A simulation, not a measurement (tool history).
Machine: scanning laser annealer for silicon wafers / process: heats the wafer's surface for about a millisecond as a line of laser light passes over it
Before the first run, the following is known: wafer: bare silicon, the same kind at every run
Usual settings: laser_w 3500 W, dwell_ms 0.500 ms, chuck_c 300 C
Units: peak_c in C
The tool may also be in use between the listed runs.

{"run": 1, "hour": 0.0, "laser_w": 3500, "dwell_ms": 0.5, "chuck_c": 300, "peak_c": 1047}
{"run": 2, "hour": 29.1, "laser_w": 3046, "dwell_ms": 0.5, "chuck_c": 300, "peak_c": 946}
{"run": 3, "hour": 73.5, "laser_w": 3046, "dwell_ms": 0.5, "chuck_c": 300, "peak_c": 948}
{"run": 4, "hour": 117.9, "laser_w": 3046, "dwell_ms": 0.5, "chuck_c": 300, "peak_c": 944}
{"run": 5, "hour": 156.6, "laser_w": 3046, "dwell_ms": 0.5, "chuck_c": 300, "peak_c": 940}
{"run": 6, "hour": 201.5, "laser_w": 3046, "dwell_ms": 0.5, "chuck_c": 300, "peak_c": 941}
{"run": 7, "hour": 230.8, "laser_w": 3500, "dwell_ms": 0.5, "chuck_c": 300, "peak_c": 1036}
{"run": 8, "hour": 271.3, "laser_w": 3500, "dwell_ms": 0.5, "chuck_c": 300, "peak_c": 1031}
{"run": 9, "hour": 304.2, "laser_w": 3729, "dwell_ms": 0.5, "chuck_c": 300, "peak_c": 1082}
{"run": 10, "hour": 327.4, "laser_w": 3500, "dwell_ms": 0.5, "chuck_c": 288, "peak_c": 1020}
{"run": 11, "hour": 375.2, "laser_w": 3500, "dwell_ms": 0.5, "chuck_c": 288, "peak_c": 1016}
{"run": 12, "hour": 410.9, "laser_w": 3500, "dwell_ms": 0.5, "chuck_c": 288, "peak_c": 1011}
{"run": 13, "hour": 435.6, "laser_w": 3500, "dwell_ms": 0.5, "chuck_c": 288, "peak_c": 1015}
{"run": 14, "hour": 471.9, "laser_w": 3412, "dwell_ms": 0.5, "chuck_c": 310, "peak_c": 1015}
{"run": 15, "hour": 528.0, "laser_w": 3500, "dwell_ms": 0.5, "chuck_c": 315, "peak_c": 1036}
{"hour": 550.7, "done": "window over the wafer cleaned"}
{"run": 16, "hour": 568.2, "laser_w": 3352, "dwell_ms": 0.5, "chuck_c": 315, "peak_c": 1032}
{"run": 17, "hour": 606.3, "laser_w": 3352, "dwell_ms": 0.368, "chuck_c": 290, "peak_c": 889}
{"run": 18, "hour": 645.7, "laser_w": 3352, "dwell_ms": 0.368, "chuck_c": 290, "peak_c": 888}
{"run": 19, "hour": 675.6, "laser_w": 3352, "dwell_ms": 0.368, "chuck_c": 290, "peak_c": 886}
{"run": 20, "hour": 706.2, "laser_w": 3456, "dwell_ms": 0.396, "chuck_c": 300, "peak_c": 942}
{"run": 21, "hour": 759.2, "laser_w": 3294, "dwell_ms": 0.506, "chuck_c": 320, "peak_c": 1020}
{"run": 22, "hour": 790.4, "laser_w": 3294, "dwell_ms": 0.506, "chuck_c": 320, "peak_c": 1017}
{"run": 23, "hour": 814.5, "laser_w": 3179, "dwell_ms": 0.522, "chuck_c": 274, "peak_c": 959}
{"run": 24, "hour": 837.7, "laser_w": 3179, "dwell_ms": 0.522, "chuck_c": 274, "peak_c": 955}
{"run": 25, "hour": 888.0, "laser_w": 3638, "dwell_ms": 0.501, "chuck_c": 300, "peak_c": 1063}

Consider 3 possible next runs. They are alternatives, not a sequence: every one starts from the tool as it was left by run 25. What does each give?
{"run": "A", "hour": 912.4, "laser_w": 3393, "dwell_ms": 0.416, "chuck_c": 294, "peak_c": "?"}
{"run": "B", "hour": 912.4, "laser_w": 3638, "dwell_ms": 0.523, "chuck_c": 272, "peak_c": "?"}
{"run": "C", "hour": 912.4, "laser_w": 3619, "dwell_ms": 0.511, "chuck_c": 288, "peak_c": "?"}

run=A peak_c=934
run=B peak_c=1052
run=C peak_c=1057
Take away the tool's hidden state, keep each run's random variation, and the runs would have read:
run=A peak_c=965
run=B peak_c=1090
run=C peak_c=1094
